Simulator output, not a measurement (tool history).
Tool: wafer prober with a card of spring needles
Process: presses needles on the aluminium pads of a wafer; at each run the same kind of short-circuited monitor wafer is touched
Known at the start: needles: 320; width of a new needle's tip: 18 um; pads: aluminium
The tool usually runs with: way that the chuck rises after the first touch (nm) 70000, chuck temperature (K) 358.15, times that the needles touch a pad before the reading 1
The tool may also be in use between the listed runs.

run,hour,way that the chuck rises after the first touch (nm),chuck temperature (K),times that the needles touch a pad before the reading,resistance of one needle with its contact and lead (mohm),way that a needle slides on the pad (nm)
1,0.0,70000,358.15,1,228,13340
# hour 13.0: tips cleaned on abrasive film
# hour 28.2: tips cleaned on abrasive film
# hour 43.7: tips cleaned on abrasive film
2,47.4,70000,358.15,1,230,13340
# hour 59.7: tips cleaned on abrasive film
3,69.2,70000,358.15,1,231,13320
# hour 75.2: tips cleaned on abrasive film
# hour 90.5: tips cleaned on abrasive film
4,94.7,70000,358.15,1,225,13340
# hour 104.1: tips cleaned on abrasive film
# hour 120.3: tips cleaned on abrasive film
5,130.5,70000,358.15,1,225,13300
# hour 136.7: tips cleaned on abrasive film
# hour 151.2: tips cleaned on abrasive film
# hour 167.0: tips cleaned on abrasive film
# hour 168.8: height of the first contact set anew
6,168.8,70000,358.15,1,225,13320
# hour 180.9: tips cleaned on abrasive film
# hour 196.7: tips cleaned on abrasive film
# hour 212.1: tips cleaned on abrasive film
7,214.5,70000,358.15,1,226,13320
# hour 226.4: tips cleaned on abrasive film
# hour 241.0: tips cleaned on abrasive film
# hour 255.6: tips cleaned on abrasive film
8,255.6,70000,358.15,1,226,13300
# hour 271.8: tips cleaned on abrasive film
# hour 286.3: tips cleaned on abrasive film
# hour 302.9: tips cleaned on abrasive film
9,307.7,70000,358.15,1,225,13300
# hour 316.4: tips cleaned on abrasive film
# hour 331.9: tips cleaned on abrasive film
10,337.2,70000,358.15,1,231,13350
# hour 348.0: tips cleaned on abrasive film
# hour 363.6: tips cleaned on abrasive film
11,371.1,70000,358.15,1,226,13340
# hour 377.9: tips cleaned on abrasive film
# hour 394.0: tips cleaned on abrasive film
# hour 408.8: tips cleaned on abrasive film
12,408.8,66000,358.15,1,224,12550
# hour 423.8: tips cleaned on abrasive film
# hour 437.3: tips cleaned on abrasive film
13,443.7,70000,358.15,3,225,13340
# hour 452.9: tips cleaned on abrasive film
# hour 466.3: tips cleaned on abrasive film
14,479.3,70000,358.15,3,227,13330
# hour 482.7: tips cleaned on abrasive film
# hour 497.8: tips cleaned on abrasive film
# hour 512.0: tips cleaned on abrasive film
15,516.1,58000,363.15,2,229,11060
# hour 522.2: height of the first contact set anew
# hour 527.8: tips cleaned on abrasive film
# hour 541.9: tips cleaned on abrasive film
# hour 556.4: tips cleaned on abrasive film
16,556.4,70000,384.15,1,232,13330
# hour 571.5: tips cleaned on abrasive film
# hour 586.8: tips cleaned on abrasive film
# hour 602.3: tips cleaned on abrasive film
17,602.3,70000,384.15,1,231,13380
# hour 615.9: tips cleaned on abrasive film
18,626.0,70000,384.15,1,228,13260
# hour 629.5: tips cleaned on abrasive film
# hour 644.8: tips cleaned on abrasive film
# hour 661.1: tips cleaned on abrasive film
19,662.9,63000,305.15,2,214,12020
# hour 676.0: tips cleaned on abrasive film
# hour 691.3: tips cleaned on abrasive film
# hour 706.2: tips cleaned on abrasive film
20,709.7,63000,305.15,3,216,12020
# hour 719.8: tips cleaned on abrasive film
# hour 735.7: tips cleaned on abrasive film
21,748.7,84000,305.15,1,217,15970

For run 22, what comes out?
# hour 752.1: tips cleaned on abrasive film
# hour 767.6: tips cleaned on abrasive film
# hour 783.5: tips cleaned on abrasive film
22,787.4,89000,358.15,2,?,?

{"run 22": {"resistance of one needle with its contact and lead (mohm)": 227, "way that a needle slides on the pad (nm)": 16990}}
Had the tool carried no hidden state, the very same run would have given resistance of one needle with its contact and lead (mohm) 227, way that a needle slides on the pad (nm) 17000.
